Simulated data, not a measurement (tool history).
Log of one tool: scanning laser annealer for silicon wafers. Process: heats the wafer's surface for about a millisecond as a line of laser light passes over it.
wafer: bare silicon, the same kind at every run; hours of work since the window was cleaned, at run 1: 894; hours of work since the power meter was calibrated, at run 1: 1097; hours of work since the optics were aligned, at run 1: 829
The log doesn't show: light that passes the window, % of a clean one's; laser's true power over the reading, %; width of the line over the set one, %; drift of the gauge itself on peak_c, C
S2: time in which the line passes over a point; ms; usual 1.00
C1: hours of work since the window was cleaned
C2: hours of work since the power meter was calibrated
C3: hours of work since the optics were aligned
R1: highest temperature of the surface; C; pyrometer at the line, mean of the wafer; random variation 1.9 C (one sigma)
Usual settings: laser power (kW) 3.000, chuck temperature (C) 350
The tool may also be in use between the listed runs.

{"run": 1, "hour": 0.0, "laser power (kW)": 3.0, "S2": 1.0, "chuck temperature (C)": 350, "C1": 894, "C2": 1097, "C3": 829, "R1": 1154}
{"hour": 9.2, "done": "optics aligned, line set to its width"}
{"run": 2, "hour": 45.8, "laser power (kW)": 3.0, "S2": 1.0, "chuck temperature (C)": 350, "C1": 925, "C2": 1128, "C3": 28, "R1": 1166}
{"hour": 63.0, "done": "window over the wafer cleaned"}
{"run": 3, "hour": 91.2, "laser power (kW)": 3.0, "S2": 1.0, "chuck temperature (C)": 350, "C1": 22, "C2": 1162, "C3": 61, "R1": 1180}
{"run": 4, "hour": 123.4, "laser power (kW)": 3.0, "S2": 1.0, "chuck temperature (C)": 350, "C1": 46, "C2": 1186, "C3": 86, "R1": 1181}
{"run": 5, "hour": 164.0, "laser power (kW)": 3.0, "S2": 1.0, "chuck temperature (C)": 350, "C1": 77, "C2": 1217, "C3": 117, "R1": 1179}
{"run": 6, "hour": 191.4, "laser power (kW)": 3.0, "S2": 1.0, "chuck temperature (C)": 350, "C1": 98, "C2": 1238, "C3": 138, "R1": 1182}
{"run": 7, "hour": 232.6, "laser power (kW)": 3.0, "S2": 1.0, "chuck temperature (C)": 350, "C1": 130, "C2": 1270, "C3": 170, "R1": 1179}
{"run": 8, "hour": 256.3, "laser power (kW)": 3.0, "S2": 1.0, "chuck temperature (C)": 350, "C1": 148, "C2": 1288, "C3": 188, "R1": 1179}
{"run": 9, "hour": 300.4, "laser power (kW)": 2.933, "S2": 1.0, "chuck temperature (C)": 350, "C1": 182, "C2": 1322, "C3": 222, "R1": 1161}
{"run": 10, "hour": 319.9, "laser power (kW)": 2.933, "S2": 1.0, "chuck temperature (C)": 350, "C1": 197, "C2": 1337, "C3": 236, "R1": 1156}
{"run": 11, "hour": 356.8, "laser power (kW)": 2.933, "S2": 1.0, "chuck temperature (C)": 350, "C1": 225, "C2": 1365, "C3": 265, "R1": 1159}
{"run": 12, "hour": 397.0, "laser power (kW)": 2.933, "S2": 1.0, "chuck temperature (C)": 350, "C1": 256, "C2": 1396, "C3": 296, "R1": 1160}
{"run": 13, "hour": 444.5, "laser power (kW)": 2.933, "S2": 1.0, "chuck temperature (C)": 350, "C1": 292, "C2": 1432, "C3": 332, "R1": 1149}
{"run": 14, "hour": 465.7, "laser power (kW)": 2.933, "S2": 1.0, "chuck temperature (C)": 350, "C1": 308, "C2": 1449, "C3": 348, "R1": 1159}
{"run": 15, "hour": 502.1, "laser power (kW)": 3.213, "S2": 1.0, "chuck temperature (C)": 350, "C1": 336, "C2": 1476, "C3": 376, "R1": 1226}
{"run": 16, "hour": 550.2, "laser power (kW)": 3.213, "S2": 1.0, "chuck temperature (C)": 350, "C1": 373, "C2": 1513, "C3": 413, "R1": 1226}

Run 17 comes next. What will it give?
{"run": 17, "hour": 586.4, "laser power (kW)": 3.216, "S2": 1.01, "chuck temperature (C)": 344, "C1": 401, "C2": 1541, "C3": 441, "R1": "?"}

R1: 1225 C
Without the tool's hidden state the same run would have given R1 1231 C.

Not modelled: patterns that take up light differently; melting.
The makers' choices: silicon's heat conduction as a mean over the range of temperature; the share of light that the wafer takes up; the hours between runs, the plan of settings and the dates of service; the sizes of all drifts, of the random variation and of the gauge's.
